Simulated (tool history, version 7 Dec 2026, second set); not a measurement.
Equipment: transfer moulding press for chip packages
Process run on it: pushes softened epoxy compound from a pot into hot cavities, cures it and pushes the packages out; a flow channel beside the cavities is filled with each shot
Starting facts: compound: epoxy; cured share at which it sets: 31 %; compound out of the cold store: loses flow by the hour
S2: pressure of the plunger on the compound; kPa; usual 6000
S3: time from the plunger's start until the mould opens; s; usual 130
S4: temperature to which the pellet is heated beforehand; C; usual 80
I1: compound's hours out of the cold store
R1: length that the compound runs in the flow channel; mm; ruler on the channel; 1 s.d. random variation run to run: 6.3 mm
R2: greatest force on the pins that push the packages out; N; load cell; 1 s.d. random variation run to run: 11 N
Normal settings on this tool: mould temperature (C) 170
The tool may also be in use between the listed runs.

{"run": 1, "day": 0.0, "mould temperature (C)": 170, "S2": 6000, "S3": 130, "S4": 80, "I1": 30.7, "R1": 888, "R2": 1065}
{"run": 2, "day": 0.75, "mould temperature (C)": 163, "S2": 6000, "S3": 130, "S4": 80, "I1": 28.7, "R1": 951, "R2": 1860}
{"day": 1.458, "done": "cavities cleaned with cleaning compound and waxed"}
{"run": 3, "day": 1.633, "mould temperature (C)": 170, "S2": 7360, "S3": 130, "S4": 80, "I1": 21.5, "R1": 1032, "R2": 582}
{"run": 4, "day": 2.2, "mould temperature (C)": 170, "S2": 6000, "S3": 130, "S4": 82, "I1": 22.5, "R1": 920, "R2": 754}
{"run": 5, "day": 2.8, "mould temperature (C)": 170, "S2": 6000, "S3": 130, "S4": 80, "I1": 15.7, "R1": 939, "R2": 891}
{"run": 6, "day": 3.404, "mould temperature (C)": 170, "S2": 6000, "S3": 130, "S4": 80, "I1": 47.0, "R1": 814, "R2": 906}
{"run": 7, "day": 3.85, "mould temperature (C)": 170, "S2": 6000, "S3": 130, "S4": 76, "I1": 20.2, "R1": 940, "R2": 1016}
{"run": 8, "day": 4.5, "mould temperature (C)": 170, "S2": 6000, "S3": 131, "S4": 76, "I1": 25.1, "R1": 907, "R2": 1037}
{"run": 9, "day": 4.975, "mould temperature (C)": 170, "S2": 6000, "S3": 131, "S4": 76, "I1": 23.5, "R1": 913, "R2": 1068}
{"run": 10, "day": 5.362, "mould temperature (C)": 170, "S2": 6000, "S3": 131, "S4": 76, "I1": 11.3, "R1": 967, "R2": 1117}
{"day": 5.754, "done": "cavities cleaned with cleaning compound and waxed"}
{"run": 11, "day": 6.162, "mould temperature (C)": 170, "S2": 6000, "S3": 131, "S4": 76, "I1": 27.7, "R1": 899, "R2": 650}
{"run": 12, "day": 6.971, "mould temperature (C)": 170, "S2": 6000, "S3": 130, "S4": 80, "I1": 41.7, "R1": 828, "R2": 786}
{"run": 13, "day": 7.442, "mould temperature (C)": 170, "S2": 6000, "S3": 130, "S4": 80, "I1": 39.9, "R1": 834, "R2": 895}
{"run": 14, "day": 8.229, "mould temperature (C)": 170, "S2": 6000, "S3": 130, "S4": 80, "I1": 17.5, "R1": 919, "R2": 991}
{"run": 15, "day": 9.008, "mould temperature (C)": 177, "S2": 4530, "S3": 152, "S4": 76, "I1": 23.9, "R1": 753, "R2": 817}
{"run": 16, "day": 9.688, "mould temperature (C)": 168, "S2": 6000, "S3": 130, "S4": 76, "I1": 22.5, "R1": 911, "R2": 1267}
{"day": 10.029, "done": "cavities cleaned with cleaning compound and waxed"}
{"run": 17, "day": 10.129, "mould temperature (C)": 168, "S2": 6000, "S3": 130, "S4": 76, "I1": 20.3, "R1": 921, "R2": 624}
{"run": 18, "day": 10.55, "mould temperature (C)": 166, "S2": 5760, "S3": 140, "S4": 84, "I1": 30.1, "R1": 879, "R2": 792}
{"run": 19, "day": 10.942, "mould temperature (C)": 165, "S2": 5290, "S3": 140, "S4": 77, "I1": 47.9, "R1": 769, "R2": 880}
{"run": 20, "day": 11.533, "mould temperature (C)": 171, "S2": 6610, "S3": 168, "S4": 80, "I1": 13.8, "R1": 972, "R2": 682}

Run 21 has not been measured yet. What should we expect?
{"run": 21, "day": 12.142, "mould temperature (C)": 176, "S2": 5550, "S3": 168, "S4": 80, "I1": 15.0, "R1": "?", "R2": "?"}

R1: 854 mm
R2: 735 N
Minus the tool's unlogged condition, the same run would have read R1 894 mm, R2 388 N.

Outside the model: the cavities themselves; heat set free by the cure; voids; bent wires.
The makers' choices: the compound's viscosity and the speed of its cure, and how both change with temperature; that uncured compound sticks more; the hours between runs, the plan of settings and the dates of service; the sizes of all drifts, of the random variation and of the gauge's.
